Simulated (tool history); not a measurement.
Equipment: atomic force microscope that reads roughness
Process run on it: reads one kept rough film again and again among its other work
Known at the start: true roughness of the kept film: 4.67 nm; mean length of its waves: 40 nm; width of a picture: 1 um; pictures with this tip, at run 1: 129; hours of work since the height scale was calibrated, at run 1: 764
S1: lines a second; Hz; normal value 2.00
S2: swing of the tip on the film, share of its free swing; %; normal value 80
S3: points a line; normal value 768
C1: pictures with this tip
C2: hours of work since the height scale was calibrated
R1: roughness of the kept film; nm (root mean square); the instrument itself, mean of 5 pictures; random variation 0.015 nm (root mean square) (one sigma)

{"run": 1, "hour": 0.0, "S1": 2.0, "S2": 80, "S3": 768, "C1": 129, "C2": 764, "R1": 3.51}
{"run": 2, "hour": 56.9, "S1": 2.0, "S2": 80, "S3": 768, "C1": 219, "C2": 806, "R1": 3.417}
{"run": 3, "hour": 111.8, "S1": 2.0, "S2": 80, "S3": 768, "C1": 306, "C2": 846, "R1": 3.251}
{"run": 4, "hour": 136.9, "S1": 2.0, "S2": 80, "S3": 768, "C1": 345, "C2": 864, "R1": 3.212}
{"hour": 168.3, "done": "new tip fitted"}
{"run": 5, "hour": 185.7, "S1": 2.0, "S2": 80, "S3": 768, "C1": 27, "C2": 899, "R1": 3.624}
{"run": 6, "hour": 228.6, "S1": 2.0, "S2": 58, "S3": 768, "C1": 95, "C2": 930, "R1": 3.89}
{"run": 7, "hour": 271.3, "S1": 2.0, "S2": 80, "S3": 368, "C1": 162, "C2": 961, "R1": 3.422}
{"run": 8, "hour": 296.6, "S1": 2.0, "S2": 80, "S3": 844, "C1": 202, "C2": 980, "R1": 3.371}
{"run": 9, "hour": 326.6, "S1": 2.0, "S2": 59, "S3": 768, "C1": 250, "C2": 1001, "R1": 3.633}
{"run": 10, "hour": 379.7, "S1": 2.0, "S2": 64, "S3": 768, "C1": 333, "C2": 1040, "R1": 3.49}
{"run": 11, "hour": 407.4, "S1": 2.0, "S2": 73, "S3": 768, "C1": 377, "C2": 1060, "R1": 3.298}
{"hour": 415.7, "done": "new tip fitted"}
{"run": 12, "hour": 444.8, "S1": 2.0, "S2": 73, "S3": 746, "C1": 46, "C2": 1087, "R1": 3.821}
{"run": 13, "hour": 480.8, "S1": 2.0, "S2": 73, "S3": 746, "C1": 103, "C2": 1113, "R1": 3.74}
{"run": 14, "hour": 538.9, "S1": 2.0, "S2": 73, "S3": 746, "C1": 195, "C2": 1155, "R1": 3.588}
{"run": 15, "hour": 573.9, "S1": 2.0, "S2": 59, "S3": 768, "C1": 250, "C2": 1181, "R1": 3.741}
{"run": 16, "hour": 610.2, "S1": 2.0, "S2": 80, "S3": 768, "C1": 307, "C2": 1207, "R1": 3.307}
{"run": 17, "hour": 650.6, "S1": 2.0, "S2": 80, "S3": 768, "C1": 371, "C2": 1237, "R1": 3.203}
{"hour": 661.7, "done": "new tip fitted"}
{"hour": 682.2, "done": "height scale calibrated on a step standard"}
{"run": 18, "hour": 683.7, "S1": 2.0, "S2": 80, "S3": 768, "C1": 33, "C2": 1, "R1": 3.569}
{"run": 19, "hour": 713.5, "S1": 2.0, "S2": 80, "S3": 768, "C1": 80, "C2": 23, "R1": 3.495}
{"run": 20, "hour": 749.0, "S1": 2.0, "S2": 80, "S3": 768, "C1": 136, "C2": 49, "R1": 3.44}
{"run": 21, "hour": 777.8, "S1": 1.16, "S2": 80, "S3": 768, "C1": 181, "C2": 69, "R1": 3.578}
{"run": 22, "hour": 803.8, "S1": 1.68, "S2": 80, "S3": 768, "C1": 222, "C2": 88, "R1": 3.363}
{"run": 23, "hour": 836.2, "S1": 1.68, "S2": 80, "S3": 768, "C1": 273, "C2": 112, "R1": 3.278}
{"run": 24, "hour": 886.8, "S1": 1.68, "S2": 80, "S3": 380, "C1": 353, "C2": 149, "R1": 3.193}
{"hour": 910.8, "done": "new tip fitted"}
{"run": 25, "hour": 935.8, "S1": 1.68, "S2": 80, "S3": 380, "C1": 39, "C2": 184, "R1": 3.662}
{"run": 26, "hour": 966.5, "S1": 1.68, "S2": 80, "S3": 380, "C1": 88, "C2": 206, "R1": 3.579}
{"run": 27, "hour": 1010.9, "S1": 2.0, "S2": 80, "S3": 301, "C1": 158, "C2": 239, "R1": 3.409}
{"run": 28, "hour": 1067.0, "S1": 2.0, "S2": 67, "S3": 283, "C1": 246, "C2": 279, "R1": 3.535}
{"run": 29, "hour": 1090.7, "S1": 2.0, "S2": 67, "S3": 283, "C1": 284, "C2": 297, "R1": 3.495}
{"run": 30, "hour": 1122.5, "S1": 2.0, "S2": 67, "S3": 283, "C1": 334, "C2": 320, "R1": 3.39}
{"hour": 1159.4, "done": "new tip fitted"}
{"run": 31, "hour": 1174.2, "S1": 1.13, "S2": 72, "S3": 320, "C1": 24, "C2": 357, "R1": 3.918}
{"run": 32, "hour": 1210.6, "S1": 0.74, "S2": 75, "S3": 456, "C1": 81, "C2": 384, "R1": 3.901}
{"run": 33, "hour": 1247.3, "S1": 0.74, "S2": 75, "S3": 456, "C1": 139, "C2": 410, "R1": 3.789}
{"run": 34, "hour": 1305.3, "S1": 0.74, "S2": 75, "S3": 456, "C1": 230, "C2": 452, "R1": 3.699}
{"run": 35, "hour": 1339.2, "S1": 0.74, "S2": 75, "S3": 456, "C1": 284, "C2": 477, "R1": 3.584}
{"run": 36, "hour": 1367.7, "S1": 1.42, "S2": 80, "S3": 443, "C1": 329, "C2": 498, "R1": 3.33}
{"hour": 1408.0, "done": "new tip fitted"}
{"run": 37, "hour": 1415.9, "S1": 1.42, "S2": 80, "S3": 443, "C1": 12, "C2": 532, "R1": 3.784}
{"run": 38, "hour": 1440.5, "S1": 2.79, "S2": 88, "S3": 443, "C1": 51, "C2": 550, "R1": 3.14}
{"run": 39, "hour": 1477.3, "S1": 1.23, "S2": 86, "S3": 791, "C1": 109, "C2": 577, "R1": 3.574}
{"run": 40, "hour": 1522.5, "S1": 1.23, "S2": 86, "S3": 479, "C1": 180, "C2": 610, "R1": 3.48}
{"run": 41, "hour": 1555.5, "S1": 3.3, "S2": 86, "S3": 827, "C1": 232, "C2": 634, "R1": 2.893}
{"run": 42, "hour": 1588.0, "S1": 0.6, "S2": 78, "S3": 616, "C1": 284, "C2": 658, "R1": 3.605}
{"run": 43, "hour": 1622.3, "S1": 0.66, "S2": 81, "S3": 640, "C1": 338, "C2": 683, "R1": 3.495}
{"hour": 1655.3, "done": "new tip fitted"}
{"run": 44, "hour": 1671.2, "S1": 2.0, "S2": 66, "S3": 470, "C1": 25, "C2": 718, "R1": 3.897}
{"run": 45, "hour": 1719.2, "S1": 2.0, "S2": 66, "S3": 470, "C1": 101, "C2": 753, "R1": 3.753}
{"run": 46, "hour": 1753.9, "S1": 2.0, "S2": 61, "S3": 759, "C1": 155, "C2": 778, "R1": 3.788}
{"run": 47, "hour": 1800.0, "S1": 2.0, "S2": 75, "S3": 420, "C1": 228, "C2": 811, "R1": 3.422}
{"run": 48, "hour": 1834.2, "S1": 3.24, "S2": 71, "S3": 498, "C1": 282, "C2": 836, "R1": 3.246}
{"run": 49, "hour": 1876.2, "S1": 3.24, "S2": 71, "S3": 498, "C1": 348, "C2": 867, "R1": 3.209}
{"hour": 1901.5, "done": "new tip fitted"}
{"run": 50, "hour": 1915.7, "S1": 3.24, "S2": 71, "S3": 498, "C1": 23, "C2": 895, "R1": 3.652}
{"run": 51, "hour": 1964.7, "S1": 0.54, "S2": 80, "S3": 768, "C1": 100, "C2": 931, "R1": 3.88}
{"run": 52, "hour": 2000.6, "S1": 2.22, "S2": 80, "S3": 768, "C1": 157, "C2": 957, "R1": 3.44}

Each row is a separate what-if for the run after 52, all from the same tool condition, not one after another. Results?
{"run": "A", "hour": 2043.1, "S1": 0.67, "S2": 80, "S3": 768, "C1": 224, "C2": 988, "R1": "?"}
{"run": "B", "hour": 2043.1, "S1": 2.0, "S2": 81, "S3": 768, "C1": 224, "C2": 988, "R1": "?"}
{"run": "C", "hour": 2043.1, "S1": 2.0, "S2": 80, "S3": 509, "C1": 224, "C2": 988, "R1": "?"}

run=A R1=3.690
run=B R1=3.357
run=C R1=3.355
Without the tool's unlogged condition, the same runs would have read:
run=A R1=3.969
run=B R1=3.611
run=C R1=3.609
